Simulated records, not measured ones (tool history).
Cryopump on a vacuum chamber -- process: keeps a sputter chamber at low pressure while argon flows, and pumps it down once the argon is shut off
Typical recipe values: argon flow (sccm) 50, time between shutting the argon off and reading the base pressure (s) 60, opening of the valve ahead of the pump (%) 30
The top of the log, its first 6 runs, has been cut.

run	day	argon flow (sccm)	time between shutting the argon off and reading the base pressure (s)	opening of the valve ahead of the pump (%)	pressure while argon flows (Pa)	pressure after the wait (uPa)
7	20.346	50	43	15	0.2656	1.73
8	23.150	50	43	15	0.2660	1.80
9	26.308	50	43	15	0.2662	1.83
10	30.225	50	98	15	0.2678	1.20
11	32.808	50	98	15	0.2674	1.19
12	35.562	50	60	30	0.1359	1.56
13	39.250	50	60	30	0.1369	1.58
14	42.925	50	60	30	0.1369	1.70
15	47.892	50	60	30	0.1378	1.70
16	51.962	50	60	30	0.1388	1.74
17	54.696	37	41	30	0.1024	2.13
# day 55.338: pump warmed up, emptied and cooled again
18	59.854	81	68	21	0.3050	1.56
19	62.183	96	243	30	0.2557	1.04
20	66.758	96	243	30	0.2539	1.10
21	70.412	96	243	30	0.2551	1.10
22	72.829	96	243	30	0.2547	1.12
23	77.442	24	83	23	0.0835	1.59
24	79.879	47	81	49	0.0788	1.65
25	84.988	50	259	29	0.1402	1.23
26	87.404	28	31	30	0.0758	2.78
27	91.904	28	31	30	0.0766	2.79
28	97.017	28	31	30	0.0762	2.77
29	101.312	92	298	54	0.1440	1.33
30	105.733	70	115	33	0.1752	1.74
31	109.371	28	54	30	0.0779	2.27

What if the next run were any one of these 4? Each begins from the tool's condition after run 31:
A	112.288	28	54	30	?	?
B	112.288	68	292	26	?	?
C	112.288	51	54	26	?	?
D	112.288	50	60	17	?	?

run	pressure while argon flows (Pa)	pressure after the wait (uPa)
A	0.0774	2.35
B	0.2162	1.49
C	0.1618	2.30
D	0.2386	2.24
What these runs would have given with no unlogged condition in the tool:
run	pressure while argon flows (Pa)	pressure after the wait (uPa)
A	0.0730	1.13
B	0.2057	0.29
C	0.1539	1.10
D	0.2309	1.03
